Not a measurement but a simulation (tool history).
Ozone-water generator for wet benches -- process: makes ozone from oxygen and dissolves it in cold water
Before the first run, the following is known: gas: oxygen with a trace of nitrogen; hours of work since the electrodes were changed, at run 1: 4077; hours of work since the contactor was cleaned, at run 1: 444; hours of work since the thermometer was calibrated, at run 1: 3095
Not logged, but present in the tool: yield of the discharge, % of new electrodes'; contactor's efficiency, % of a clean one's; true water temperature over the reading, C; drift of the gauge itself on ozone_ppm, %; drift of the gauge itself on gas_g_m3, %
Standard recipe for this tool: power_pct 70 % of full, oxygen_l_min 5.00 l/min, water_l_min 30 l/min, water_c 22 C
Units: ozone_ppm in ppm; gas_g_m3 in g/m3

| run | hour | power_pct | oxygen_l_min | water_l_min | water_c | hours of work since the electrodes were changed | hours of work since the contactor was cleaned | hours of work since the thermometer was calibrated | ozone_ppm | gas_g_m3 |
|---|---|---|---|---|---|---|---|---|---|---|
| 1 | 0.0 | 70 | 5.00 | 30 | 22 | 4077 | 444 | 3095 | 13.1 | 169.4 |
| 2 | 171.9 | 70 | 5.00 | 30 | 22 | 4233 | 600 | 3250 | 12.6 | 170.5 |
| 3 | 346.5 | 70 | 6.62 | 30 | 22 | 4391 | 758 | 3408 | 13.0 | 147.3 |
| 4 | 486.7 | 70 | 5.00 | 30 | 22 | 4517 | 884 | 3535 | 12.6 | 168.8 |
| 5 | 570.5 | 70 | 3.95 | 30 | 22 | 4593 | 960 | 3611 | 11.9 | 187.7 |
| 6 | 677.4 | 70 | 5.00 | 30 | 17 | 4690 | 1057 | 3708 | 13.3 | 165.5 |
| 7 | 820.4 | 70 | 5.00 | 30 | 17 | 4820 | 1187 | 3837 | 12.6 | 165.0 |
|  | 835.8 | water thermometer calibrated |
| 8 | 981.7 | 70 | 5.00 | 30 | 17 | 4965 | 1332 | 132 | 12.9 | 162.7 |
| 9 | 1086.7 | 70 | 5.00 | 30 | 17 | 5060 | 1427 | 227 | 13.0 | 162.9 |
| 10 | 1261.3 | 40 | 5.00 | 30 | 22 | 5218 | 1585 | 385 | 7.8 | 106.9 |
| 11 | 1439.0 | 70 | 5.00 | 30 | 22 | 5379 | 1746 | 546 | 11.9 | 161.3 |
| 12 | 1518.2 | 70 | 5.00 | 30 | 22 | 5451 | 1818 | 618 | 11.9 | 160.6 |
| 13 | 1665.8 | 70 | 5.00 | 30 | 22 | 5584 | 1951 | 751 | 11.6 | 158.7 |
| 14 | 1787.2 | 96 | 8.43 | 30 | 22 | 5694 | 2061 | 861 | 15.2 | 152.5 |
| 15 | 1905.1 | 96 | 4.45 | 20 | 22 | 5801 | 2168 | 968 | 19.2 | 207.4 |
| 16 | 2030.7 | 42 | 3.92 | 42 | 14 | 5915 | 2282 | 1082 | 5.8 | 121.3 |
| 17 | 2189.0 | 78 | 5.48 | 42 | 14 | 6058 | 2425 | 1225 | 9.9 | 160.5 |
| 18 | 2344.0 | 78 | 5.48 | 42 | 14 | 6198 | 2565 | 1365 | 10.1 | 158.9 |
| 19 | 2440.3 | 75 | 5.48 | 23 | 14 | 6285 | 2652 | 1452 | 16.0 | 152.1 |
| 20 | 2539.6 | 75 | 5.48 | 23 | 14 | 6375 | 2742 | 1542 | 15.9 | 153.7 |
| 21 | 2644.9 | 75 | 7.21 | 23 | 15 | 6470 | 2837 | 1637 | 16.0 | 132.5 |
| 22 | 2732.6 | 42 | 7.48 | 44 | 30 | 6550 | 2917 | 1717 | 5.3 | 86.8 |
| 23 | 2813.3 | 41 | 8.44 | 44 | 25 | 6623 | 2990 | 1790 | 5.6 | 81.0 |

Take each entry between the runs: how does the hidden state at the last listed run before it differ from the hidden state at the first listed run after it?
Logged between run 7 and run 8: water thermometer calibrated (hour 835.8)
  yield of the discharge, % of new electrodes': 81.3 -> 80.7; contactor's efficiency, % of a clean one's: 94.3 -> 93.8; true water temperature over the reading, C: 0.47 -> 0.02
  difference, measured minus the result without the unlogged condition, ozone_ppm: -3.6 -> -3.6 ppm; gas_g_m3: -38.0 -> -39.0 g/m3

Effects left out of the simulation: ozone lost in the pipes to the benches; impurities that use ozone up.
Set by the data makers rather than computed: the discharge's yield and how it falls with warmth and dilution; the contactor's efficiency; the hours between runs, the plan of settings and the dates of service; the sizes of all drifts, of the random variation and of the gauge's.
